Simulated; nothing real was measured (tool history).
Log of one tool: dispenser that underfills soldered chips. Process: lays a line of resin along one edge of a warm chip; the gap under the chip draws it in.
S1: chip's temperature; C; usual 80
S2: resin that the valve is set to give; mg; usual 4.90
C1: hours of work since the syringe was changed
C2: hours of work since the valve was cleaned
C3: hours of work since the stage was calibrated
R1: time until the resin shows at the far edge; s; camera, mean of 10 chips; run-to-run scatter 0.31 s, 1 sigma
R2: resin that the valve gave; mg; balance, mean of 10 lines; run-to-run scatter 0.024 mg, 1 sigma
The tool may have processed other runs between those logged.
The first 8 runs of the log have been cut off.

Run 9, hour 31.8: usual settings; C1 8; C2 14; C3 199. Result: R1 9.1 s, R2 4.85 mg.
At hour 34.9: new syringe of resin.
Run 10, hour 35.5: usual settings but S2 6.33 mg; C1 0; C2 16; C3 201. Result: R1 7.0 s, R2 6.24 mg.
Run 11, hour 40.4: usual settings but S2 6.33 mg; C1 4; C2 20; C3 205. Result: R1 8.1 s, R2 6.24 mg.
Run 12, hour 46.7: usual settings but S2 6.33 mg; C1 8; C2 24; C3 209. Result: R1 9.2 s, R2 6.23 mg.
At hour 49.8: new syringe of resin.
Run 13, hour 52.1: usual settings but S1 73 C; C1 2; C2 28; C3 213. Result: R1 11.5 s, R2 4.81 mg.
Run 14, hour 54.7: usual settings but S1 73 C; C1 4; C2 29; C3 215. Result: R1 12.1 s, R2 4.78 mg.
Run 15, hour 60.5: usual settings but S1 73 C; C1 8; C2 34; C3 219. Result: R1 13.4 s, R2 4.76 mg.
At hour 64.6: new syringe of resin.
Run 16, hour 66.1: usual settings but S1 73 C, S2 5.39 mg; C1 1; C2 37; C3 223. Result: R1 10.4 s, R2 5.24 mg.
Run 17, hour 69.2: usual settings but S1 73 C, S2 5.39 mg; C1 3; C2 40; C3 225. Result: R1 11.0 s, R2 5.20 mg.
Run 18, hour 73.1: usual settings but S1 83 C, S2 5.10 mg; C1 6; C2 42; C3 228. Result: R1 7.1 s, R2 4.94 mg.
Run 19, hour 77.4: usual settings but S1 78 C, S2 4.47 mg; C1 9; C2 45; C3 231. Result: R1 10.7 s, R2 4.30 mg.
At hour 79.5: new syringe of resin.
Run 20, hour 82.0: usual settings but S2 4.47 mg; C1 2; C2 48; C3 234. Result: R1 7.3 s, R2 4.28 mg.
Run 21, hour 85.3: usual settings but S1 71 C, S2 4.46 mg; C1 4; C2 51; C3 236. Result: R1 13.5 s, R2 4.31 mg.
Run 22, hour 90.9: usual settings but S1 74 C, S2 4.76 mg; C1 8; C2 55; C3 240. Result: R1 12.9 s, R2 4.54 mg.
At hour 94.3: new syringe of resin.
Run 23, hour 95.5: usual settings but S1 78 C, S2 4.76 mg; C1 1; C2 58; C3 243. Result: R1 8.4 s, R2 4.54 mg.
Run 24, hour 99.7: usual settings but S1 87 C, S2 4.58 mg; C1 4; C2 61; C3 246. Result: R1 5.7 s, R2 4.38 mg.
Run 25, hour 102.7: usual settings but S1 72 C, S2 4.29 mg; C1 6; C2 63; C3 248. Result: R1 12.9 s, R2 4.09 mg.
Run 26, hour 107.5: usual settings but S1 79 C, S2 4.89 mg; C1 9; C2 66; C3 252. Result: R1 9.7 s, R2 4.65 mg.
At hour 108.8: new syringe of resin.
Run 27, hour 111.8: usual settings but S1 79 C, S2 4.89 mg; C1 2; C2 69; C3 254. Result: R1 8.8 s, R2 4.65 mg.
Run 28, hour 118.0: usual settings but S2 5.83 mg; C1 7; C2 74; C3 259. Result: R1 9.0 s, R2 5.51 mg.
At hour 123.6: new syringe of resin.
Run 29, hour 124.2: usual settings but S2 5.83 mg; C1 0; C2 78; C3 263. Result: R1 7.3 s, R2 5.44 mg.
Run 30, hour 127.0: usual settings but S1 93 C, S2 5.91 mg; C1 2; C2 80; C3 265. Result: R1 4.4 s, R2 5.57 mg.
Run 31, hour 132.0: usual settings but S1 78 C, S2 5.12 mg; C1 6; C2 83; C3 269. Result: R1 9.5 s, R2 4.80 mg.
Run 32, hour 135.3: usual settings but S1 67 C, S2 5.11 mg; C1 8; C2 86; C3 271. Result: R1 19.0 s, R2 4.78 mg.
At hour 138.3: new syringe of resin.
Run 33, hour 140.0: usual settings but S1 77 C, S2 5.83 mg; C1 1; C2 89; C3 274. Result: R1 8.9 s, R2 5.44 mg.

Consider 5 possible next runs. They are alternatives, not a sequence: every one starts from the tool as it was left by run 33. What does each give?
At hour 143.8: dispensing valve cleaned and set on the balance.
Run A, hour 144.4: usual settings but S1 83 C, S2 5.44 mg; C1 4; C2 0; C3 276. Result: R1 ?, R2 ?.
At hour 143.8: dispensing valve cleaned and set on the balance.
Run B, hour 144.4: usual settings but S1 91 C, S2 5.50 mg; C1 4; C2 0; C3 276. Result: R1 ?, R2 ?.
At hour 143.8: dispensing valve cleaned and set on the balance.
Run C, hour 144.4: usual settings but S1 92 C, S2 5.41 mg; C1 4; C2 0; C3 276. Result: R1 ?, R2 ?.
At hour 143.8: dispensing valve cleaned and set on the balance.
Run D, hour 144.4: usual settings but S1 86 C; C1 4; C2 0; C3 276. Result: R1 ?, R2 ?.
At hour 143.8: dispensing valve cleaned and set on the balance.
Run E, hour 144.4: usual settings but S1 69 C, S2 4.41 mg; C1 4; C2 0; C3 276. Result: R1 ?, R2 ?.

run    R1    R2
  A   6.4  5.40
  B   4.5  5.47
  C   4.0  5.39
  D   5.9  4.90
  E  14.8  4.39
Had the tool no hidden state, the same runs would have come out as:
run    R1    R2
  A   5.4  5.41
  B   3.7  5.48
  C   3.3  5.40
  D   4.9  4.91
  E  12.3  4.40
